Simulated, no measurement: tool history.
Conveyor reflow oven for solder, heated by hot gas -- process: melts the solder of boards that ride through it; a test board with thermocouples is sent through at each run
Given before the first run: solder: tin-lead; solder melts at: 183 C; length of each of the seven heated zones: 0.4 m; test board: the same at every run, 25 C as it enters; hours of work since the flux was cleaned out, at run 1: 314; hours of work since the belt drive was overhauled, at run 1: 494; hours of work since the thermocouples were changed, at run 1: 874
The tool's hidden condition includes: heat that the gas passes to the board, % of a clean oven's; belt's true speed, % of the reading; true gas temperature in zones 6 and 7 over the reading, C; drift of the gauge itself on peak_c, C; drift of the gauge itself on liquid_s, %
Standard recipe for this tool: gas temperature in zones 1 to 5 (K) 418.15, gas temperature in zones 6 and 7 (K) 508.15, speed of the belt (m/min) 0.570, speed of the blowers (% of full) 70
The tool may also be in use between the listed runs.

run	hour	gas temperature in zones 1 to 5 (K)	gas temperature in zones 6 and 7 (K)	speed of the belt (m/min)	speed of the blowers (% of full)	hours of work since the flux was cleaned out	hours of work since the belt drive was overhauled	hours of work since the thermocouples were changed	highest temperature of the board (K)	time above the solder's melting point (s)
1	0.0	418.15	508.15	0.570	70	314	494	874	492.65	67.5
2	16.1	418.15	508.15	0.570	70	326	506	886	491.75	67.8
# hour 22.8: flux residue cleaned out of gas plates and filters
3	39.6	418.15	508.15	0.570	70	12	520	899	492.25	67.6
4	54.6	418.15	508.15	0.570	70	23	531	910	492.25	67.8
5	72.1	418.15	508.15	0.616	70	36	543	923	489.55	60.5
6	84.5	418.15	508.15	0.570	70	45	552	932	492.15	67.5
7	103.4	418.15	508.15	0.570	70	59	566	946	492.25	67.2
8	117.8	418.15	508.15	0.570	70	70	577	957	491.95	67.8
9	129.9	418.15	508.15	0.570	70	78	586	965	492.65	67.0
10	144.4	418.15	508.15	0.570	70	89	596	976	492.85	67.7
11	156.8	418.15	508.15	0.570	53	98	605	985	488.55	63.5
12	171.6	418.15	508.15	0.570	53	109	616	996	488.55	63.4
13	193.3	418.15	508.15	0.570	53	125	632	1012	488.85	63.1
14	216.0	418.15	508.15	0.570	70	141	649	1028	492.25	67.6
15	241.5	418.15	508.15	0.570	70	160	667	1047	492.25	67.8
16	262.1	418.15	508.15	0.570	69	175	682	1062	492.45	67.3
17	278.9	418.15	515.15	0.570	82	187	695	1074	500.35	73.5
# hour 287.3: thermocouples of zones 6 and 7 changed
18	298.0	418.15	515.15	0.570	73	200	707	8	499.25	72.2
19	323.0	418.15	521.15	0.570	78	218	726	26	505.15	76.0
20	342.4	418.15	515.15	0.570	51	232	740	40	493.85	68.3
21	357.0	418.15	515.15	0.570	51	243	750	51	494.25	68.0
22	377.9	404.15	508.15	0.512	70	258	766	66	493.75	71.0
23	400.8	431.15	503.15	0.504	70	275	783	83	493.35	84.9
24	423.8	418.15	508.15	0.570	70	292	799	100	492.15	67.5
25	434.3	418.15	508.15	0.570	70	300	807	108	492.85	67.4
26	451.1	418.15	508.15	0.570	70	312	819	120	492.15	67.7

Estimate the outcome of run 27 from the log above:
# hour 478.9: flux residue cleaned out of gas plates and filters
27	479.7	415.15	498.15	0.570	70	1	837	137	?	?

{"run 27": {"highest temperature of the board (K)": 483.35, "time above the solder's melting point (s)": 58.3}}
Were there no unlogged condition in the tool, this run, its random variation unchanged, would have produced highest temperature of the board (K) 483.35, time above the solder's melting point (s) 58.3.
